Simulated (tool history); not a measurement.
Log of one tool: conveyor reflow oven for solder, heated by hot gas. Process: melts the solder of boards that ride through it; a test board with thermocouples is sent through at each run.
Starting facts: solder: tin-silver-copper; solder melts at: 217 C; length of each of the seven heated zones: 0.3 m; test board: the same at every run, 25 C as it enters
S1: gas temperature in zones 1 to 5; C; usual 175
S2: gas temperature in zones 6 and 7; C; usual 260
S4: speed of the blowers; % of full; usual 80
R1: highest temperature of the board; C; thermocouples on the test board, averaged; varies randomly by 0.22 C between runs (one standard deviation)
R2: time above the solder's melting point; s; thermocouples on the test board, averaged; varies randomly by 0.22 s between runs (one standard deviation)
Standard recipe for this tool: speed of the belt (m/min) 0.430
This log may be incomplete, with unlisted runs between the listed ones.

{"run": 1, "day": 0.0, "S1": 175, "S2": 260, "speed of the belt (m/min)": 0.43, "S4": 80, "R1": 248.2, "R2": 61.2}
{"run": 2, "day": 1.446, "S1": 175, "S2": 260, "speed of the belt (m/min)": 0.43, "S4": 80, "R1": 248.4, "R2": 61.1}
{"run": 3, "day": 2.833, "S1": 163, "S2": 260, "speed of the belt (m/min)": 0.43, "S4": 80, "R1": 246.3, "R2": 55.5}
{"run": 4, "day": 4.429, "S1": 175, "S2": 260, "speed of the belt (m/min)": 0.43, "S4": 80, "R1": 247.4, "R2": 60.7}
{"run": 5, "day": 6.021, "S1": 175, "S2": 260, "speed of the belt (m/min)": 0.43, "S4": 87, "R1": 248.8, "R2": 62.2}
{"day": 6.421, "done": "thermocouples of zones 6 and 7 changed"}
{"run": 6, "day": 7.95, "S1": 175, "S2": 260, "speed of the belt (m/min)": 0.43, "S4": 87, "R1": 249.1, "R2": 62.6}
{"run": 7, "day": 9.408, "S1": 175, "S2": 269, "speed of the belt (m/min)": 0.43, "S4": 80, "R1": 256.2, "R2": 67.1}
{"run": 8, "day": 10.679, "S1": 175, "S2": 269, "speed of the belt (m/min)": 0.43, "S4": 80, "R1": 256.1, "R2": 66.7}
{"run": 9, "day": 12.696, "S1": 175, "S2": 261, "speed of the belt (m/min)": 0.43, "S4": 80, "R1": 248.2, "R2": 61.0}
{"run": 10, "day": 15.238, "S1": 175, "S2": 261, "speed of the belt (m/min)": 0.43, "S4": 80, "R1": 248.5, "R2": 60.6}
{"run": 11, "day": 17.579, "S1": 175, "S2": 262, "speed of the belt (m/min)": 0.43, "S4": 80, "R1": 249.5, "R2": 61.2}
{"run": 12, "day": 19.696, "S1": 175, "S2": 262, "speed of the belt (m/min)": 0.487, "S4": 80, "R1": 244.7, "R2": 49.6}
{"run": 13, "day": 22.196, "S1": 175, "S2": 262, "speed of the belt (m/min)": 0.487, "S4": 80, "R1": 244.1, "R2": 49.7}
{"day": 23.208, "done": "flux residue cleaned out of gas plates and filters"}
{"run": 14, "day": 23.642, "S1": 175, "S2": 262, "speed of the belt (m/min)": 0.487, "S4": 80, "R1": 248.1, "R2": 53.7}
{"run": 15, "day": 25.408, "S1": 175, "S2": 262, "speed of the belt (m/min)": 0.487, "S4": 80, "R1": 248.3, "R2": 53.3}
{"run": 16, "day": 26.9, "S1": 169, "S2": 268, "speed of the belt (m/min)": 0.372, "S4": 80, "R1": 259.3, "R2": 79.7}
{"run": 17, "day": 28.654, "S1": 175, "S2": 260, "speed of the belt (m/min)": 0.366, "S4": 88, "R1": 253.1, "R2": 79.7}
{"run": 18, "day": 30.838, "S1": 175, "S2": 260, "speed of the belt (m/min)": 0.43, "S4": 53, "R1": 242.9, "R2": 55.1}
{"day": 31.142, "done": "belt drive overhauled, speed set with a stopwatch"}
{"run": 19, "day": 32.383, "S1": 175, "S2": 260, "speed of the belt (m/min)": 0.43, "S4": 53, "R1": 242.8, "R2": 56.0}
{"run": 20, "day": 34.104, "S1": 183, "S2": 251, "speed of the belt (m/min)": 0.432, "S4": 64, "R1": 239.2, "R2": 56.3}
{"run": 21, "day": 35.429, "S1": 166, "S2": 256, "speed of the belt (m/min)": 0.452, "S4": 88, "R1": 243.4, "R2": 52.4}
{"run": 22, "day": 37.008, "S1": 163, "S2": 268, "speed of the belt (m/min)": 0.452, "S4": 88, "R1": 253.7, "R2": 59.4}
{"run": 23, "day": 39.392, "S1": 188, "S2": 268, "speed of the belt (m/min)": 0.452, "S4": 50, "R1": 249.7, "R2": 63.5}
{"run": 24, "day": 41.646, "S1": 175, "S2": 252, "speed of the belt (m/min)": 0.433, "S4": 80, "R1": 240.7, "R2": 54.9}
{"run": 25, "day": 43.304, "S1": 175, "S2": 252, "speed of the belt (m/min)": 0.433, "S4": 80, "R1": 240.3, "R2": 54.5}
{"run": 26, "day": 44.558, "S1": 175, "S2": 252, "speed of the belt (m/min)": 0.433, "S4": 80, "R1": 240.0, "R2": 54.4}

What if the next run were any one of these 3? Each begins from the tool's condition after run 26:
{"day": 46.012, "done": "belt drive overhauled, speed set with a stopwatch, once more"}
{"run": "A", "day": 46.738, "S1": 176, "S2": 260, "speed of the belt (m/min)": 0.43, "S4": 80, "R1": "?", "R2": "?"}
{"day": 46.012, "done": "belt drive overhauled, speed set with a stopwatch, once more"}
{"run": "B", "day": 46.738, "S1": 175, "S2": 252, "speed of the belt (m/min)": 0.433, "S4": 52, "R1": "?", "R2": "?"}
{"day": 46.012, "done": "belt drive overhauled, speed set with a stopwatch, once more"}
{"run": "C", "day": 46.738, "S1": 181, "S2": 257, "speed of the belt (m/min)": 0.433, "S4": 89, "R1": "?", "R2": "?"}

run=A R1=246.4 R2=59.2
run=B R1=233.3 R2=40.8
run=C R1=245.3 R2=60.7
What these runs would have given with no unlogged condition in the tool:
run=A R1=249.8 R2=63.3
run=B R1=236.4 R2=46.4
run=C R1=248.6 R2=64.5

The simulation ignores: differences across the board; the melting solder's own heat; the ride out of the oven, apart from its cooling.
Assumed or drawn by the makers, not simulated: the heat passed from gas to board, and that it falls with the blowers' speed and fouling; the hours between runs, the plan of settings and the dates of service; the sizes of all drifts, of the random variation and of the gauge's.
